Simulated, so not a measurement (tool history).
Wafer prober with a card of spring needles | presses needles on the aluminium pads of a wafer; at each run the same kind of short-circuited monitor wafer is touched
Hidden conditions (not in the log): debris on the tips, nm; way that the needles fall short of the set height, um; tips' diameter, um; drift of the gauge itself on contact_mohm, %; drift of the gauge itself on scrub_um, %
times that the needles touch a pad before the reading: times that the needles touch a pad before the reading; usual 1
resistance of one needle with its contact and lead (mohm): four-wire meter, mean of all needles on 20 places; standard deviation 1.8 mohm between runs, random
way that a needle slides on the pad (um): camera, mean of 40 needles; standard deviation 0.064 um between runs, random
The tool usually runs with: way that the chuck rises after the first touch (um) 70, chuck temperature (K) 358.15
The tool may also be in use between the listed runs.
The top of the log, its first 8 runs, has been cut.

| run | day | way that the chuck rises after the first touch (um) | chuck temperature (K) | times that the needles touch a pad before the reading | touches since the tips were cleaned | cleanings since the card got new needles | touches since the first contact's height was set | resistance of one needle with its contact and lead (mohm) | way that a needle slides on the pad (um) |
|---|---|---|---|---|---|---|---|---|---|
|  | 7.746 | tips cleaned on abrasive film |
| 9 | 7.988 | 70 | 358.15 | 1 | 3294 | 62 | 207093 | 235 | 16.05 |
|  | 8.325 | tips cleaned on abrasive film |
|  | 8.833 | tips cleaned on abrasive film |
|  | 9.338 | tips cleaned on abrasive film |
| 10 | 9.338 | 70 | 358.15 | 1 | 45 | 65 | 225227 | 193 | 15.81 |
|  | 9.825 | tips cleaned on abrasive film |
|  | 10.379 | tips cleaned on abrasive film |
| 11 | 10.442 | 70 | 358.15 | 1 | 819 | 67 | 240032 | 208 | 15.84 |
|  | 10.612 | height of the first contact set anew |
|  | 10.950 | tips cleaned on abrasive film |
| 12 | 11.358 | 70 | 307.15 | 1 | 5529 | 68 | 10044 | 233 | 16.54 |
|  | 11.508 | tips cleaned on abrasive film |
|  | 12.042 | tips cleaned on abrasive film |
| 13 | 12.400 | 70 | 307.15 | 1 | 4860 | 70 | 24083 | 224 | 16.51 |
|  | 12.608 | tips cleaned on abrasive film |
|  | 13.100 | tips cleaned on abrasive film |
| 14 | 13.100 | 70 | 361.15 | 1 | 0 | 72 | 33421 | 192 | 16.38 |
|  | 13.633 | tips cleaned on abrasive film |
| 15 | 13.771 | 70 | 361.15 | 1 | 1869 | 73 | 42464 | 216 | 16.48 |
|  | 14.117 | tips cleaned on abrasive film |
|  | 14.646 | tips cleaned on abrasive film |
| 16 | 15.088 | 79 | 365.15 | 3 | 6013 | 75 | 60213 | 201 | 18.50 |
|  | 15.154 | tips cleaned on abrasive film |
|  | 15.638 | tips cleaned on abrasive film |
| 17 | 16.008 | 54 | 375.15 | 2 | 5006 | 77 | 72555 | 248 | 12.55 |
|  | 16.129 | tips cleaned on abrasive film |
|  | 16.633 | tips cleaned on abrasive film |
| 18 | 17.054 | 64 | 326.15 | 1 | 5719 | 79 | 86622 | 249 | 14.89 |
|  | 17.142 | tips cleaned on abrasive film |
|  | 17.679 | tips cleaned on abrasive film |
|  | 18.246 | tips cleaned on abrasive film |
| 19 | 18.354 | 63 | 366.15 | 2 | 1480 | 82 | 104094 | 210 | 14.50 |
|  | 18.742 | tips cleaned on abrasive film |
|  | 19.229 | tips cleaned on abrasive film |
| 20 | 19.354 | 62 | 366.15 | 2 | 1661 | 84 | 117489 | 214 | 14.33 |
|  | 19.725 | tips cleaned on abrasive film |
| 21 | 20.146 | 62 | 366.15 | 2 | 5708 | 85 | 128164 | 235 | 14.23 |
|  | 20.221 | tips cleaned on abrasive film |
|  | 20.767 | tips cleaned on abrasive film |
|  | 21.317 | tips cleaned on abrasive film |
| 22 | 21.500 | 71 | 302.15 | 3 | 2490 | 88 | 146373 | 186 | 16.37 |
|  | 21.808 | tips cleaned on abrasive film |
|  | 22.300 | tips cleaned on abrasive film |
|  | 22.871 | tips cleaned on abrasive film |
| 23 | 22.871 | 81 | 357.15 | 3 | 0 | 91 | 164770 | 183 | 18.73 |
|  | 23.408 | tips cleaned on abrasive film |
|  | 23.921 | tips cleaned on abrasive film |
| 24 | 24.054 | 54 | 300.15 | 1 | 1801 | 93 | 180682 | 241 | 12.16 |
|  | 24.475 | tips cleaned on abrasive film |
|  | 24.988 | tips cleaned on abrasive film |
| 25 | 24.988 | 69 | 310.15 | 1 | 0 | 95 | 193239 | 178 | 15.84 |

Run 26, settings as shown, results not yet in. Your forecast:
|  | 25.546 | tips cleaned on abrasive film |
| 26 | 25.650 | 69 | 310.15 | 1 | 1414 | 96 | 202127 | ? | ? |

{"run 26": {"resistance of one needle with its contact and lead (mohm)": 208, "way that a needle slides on the pad (um)": 15.83}}
Take away the tool's hidden state, keep the run-to-run variation as it was, and the same run would have given resistance of one needle with its contact and lead (mohm) 171, way that a needle slides on the pad (um) 16.48.

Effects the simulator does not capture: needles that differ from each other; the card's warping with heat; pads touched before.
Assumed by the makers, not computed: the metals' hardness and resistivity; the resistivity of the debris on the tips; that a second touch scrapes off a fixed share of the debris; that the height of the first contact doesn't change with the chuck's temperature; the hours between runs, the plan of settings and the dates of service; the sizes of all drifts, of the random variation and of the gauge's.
